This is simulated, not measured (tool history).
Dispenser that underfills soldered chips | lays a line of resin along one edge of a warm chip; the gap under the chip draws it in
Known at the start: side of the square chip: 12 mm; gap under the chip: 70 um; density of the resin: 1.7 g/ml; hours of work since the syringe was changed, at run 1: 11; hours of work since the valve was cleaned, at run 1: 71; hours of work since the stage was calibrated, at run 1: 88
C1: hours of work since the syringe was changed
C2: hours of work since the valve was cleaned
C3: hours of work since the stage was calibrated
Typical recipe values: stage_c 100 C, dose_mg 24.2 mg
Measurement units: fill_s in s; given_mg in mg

run 1 hour=0 | stage_c=100 dose_mg=24.2 | C1=11 C2=71 C3=88 | fill_s=132.6 given_mg=23.27
-- hour=1.4 new syringe of resin
run 2 hour=5.5 | stage_c=106 dose_mg=24.2 | C1=3 C2=75 C3=92 | fill_s=63.4 given_mg=23.22
run 3 hour=14.8 | stage_c=100 dose_mg=24.2 | C1=10 C2=82 C3=99 | fill_s=125.4 given_mg=22.99
-- hour=17.6 new syringe of resin
run 4 hour=23.3 | stage_c=100 dose_mg=24.2 | C1=4 C2=88 C3=105 | fill_s=90.4 given_mg=22.94
-- hour=29.9 dispensing valve cleaned and set on the balance
run 5 hour=30.8 | stage_c=100 dose_mg=24.2 | C1=9 C2=1 C3=110 | fill_s=116.4 given_mg=24.11
-- hour=35.2 new syringe of resin
run 6 hour=36.6 | stage_c=100 dose_mg=23.1 | C1=1 C2=5 C3=114 | fill_s=73.5 given_mg=23
run 7 hour=42.9 | stage_c=100 dose_mg=24.2 | C1=6 C2=10 C3=119 | fill_s=96 given_mg=24.1
run 8 hour=47.2 | stage_c=100 dose_mg=24.2 | C1=9 C2=13 C3=122 | fill_s=117.9 given_mg=24
-- hour=52.2 new syringe of resin
run 9 hour=55.4 | stage_c=89 dose_mg=24.2 | C1=2 C2=19 C3=128 | fill_s=126.4 given_mg=23.91
run 10 hour=61.1 | stage_c=100 dose_mg=24.2 | C1=7 C2=23 C3=132 | fill_s=100.5 given_mg=23.74
run 11 hour=66.3 | stage_c=100 dose_mg=24.2 | C1=11 C2=27 C3=136 | fill_s=125.5 given_mg=23.77
-- hour=69.2 new syringe of resin
run 12 hour=71.8 | stage_c=100 dose_mg=24.2 | C1=2 C2=31 C3=140 | fill_s=74.9 given_mg=23.77
run 13 hour=77.7 | stage_c=96 dose_mg=24.2 | C1=6 C2=36 C3=145 | fill_s=117.6 given_mg=23.67
-- hour=85.5 new syringe of resin
run 14 hour=86.1 | stage_c=111 dose_mg=29.6 | C1=0 C2=42 C3=151 | fill_s=44.4 given_mg=28.78
run 15 hour=94.2 | stage_c=88 dose_mg=23.9 | C1=7 C2=48 C3=157 | fill_s=167.8 given_mg=23.15
run 16 hour=98.7 | stage_c=88 dose_mg=23.9 | C1=10 C2=51 C3=160 | fill_s=204.7 given_mg=23.02
-- hour=102.2 new syringe of resin
run 17 hour=107 | stage_c=88 dose_mg=23.9 | C1=4 C2=57 C3=167 | fill_s=146.3 given_mg=23
run 18 hour=113.8 | stage_c=96 dose_mg=28.4 | C1=9 C2=62 C3=172 | fill_s=133.4 given_mg=27.15
-- hour=118.4 new syringe of resin
run 19 hour=118.7 | stage_c=111 dose_mg=26.2 | C1=0 C2=66 C3=175 | fill_s=43.8 given_mg=25.03
run 20 hour=125.7 | stage_c=100 dose_mg=27.5 | C1=6 C2=71 C3=181 | fill_s=89.6 given_mg=26.36
run 21 hour=131.4 | stage_c=98 dose_mg=22 | C1=10 C2=76 C3=185 | fill_s=133.7 given_mg=20.89
-- hour=135 new syringe of resin
run 22 hour=136.8 | stage_c=96 dose_mg=26.7 | C1=1 C2=79 C3=189 | fill_s=85.5 given_mg=25.23
run 23 hour=145.8 | stage_c=98 dose_mg=29.5 | C1=8 C2=86 C3=196 | fill_s=116.8 given_mg=27.86

Forecast each of these 3 alternatives for the next run:
-- hour=151.6 new syringe of resin
run A hour=152.9 | stage_c=104 dose_mg=21.2 | C1=1 C2=91 C3=201 | fill_s=? given_mg=?
-- hour=151.6 new syringe of resin
run B hour=152.9 | stage_c=86 dose_mg=29.2 | C1=1 C2=91 C3=201 | fill_s=? given_mg=?
-- hour=151.6 new syringe of resin
run C hour=152.9 | stage_c=99 dose_mg=27.5 | C1=1 C2=91 C3=201 | fill_s=? given_mg=?

run=A fill_s=66 given_mg=19.95
run=B fill_s=129.3 given_mg=27.61
run=C fill_s=75.1 given_mg=25.9
With no hidden state in the tool, these same runs would have given:
run=A fill_s=62 given_mg=21.2
run=B fill_s=124 given_mg=29.34
run=C fill_s=71.8 given_mg=27.53

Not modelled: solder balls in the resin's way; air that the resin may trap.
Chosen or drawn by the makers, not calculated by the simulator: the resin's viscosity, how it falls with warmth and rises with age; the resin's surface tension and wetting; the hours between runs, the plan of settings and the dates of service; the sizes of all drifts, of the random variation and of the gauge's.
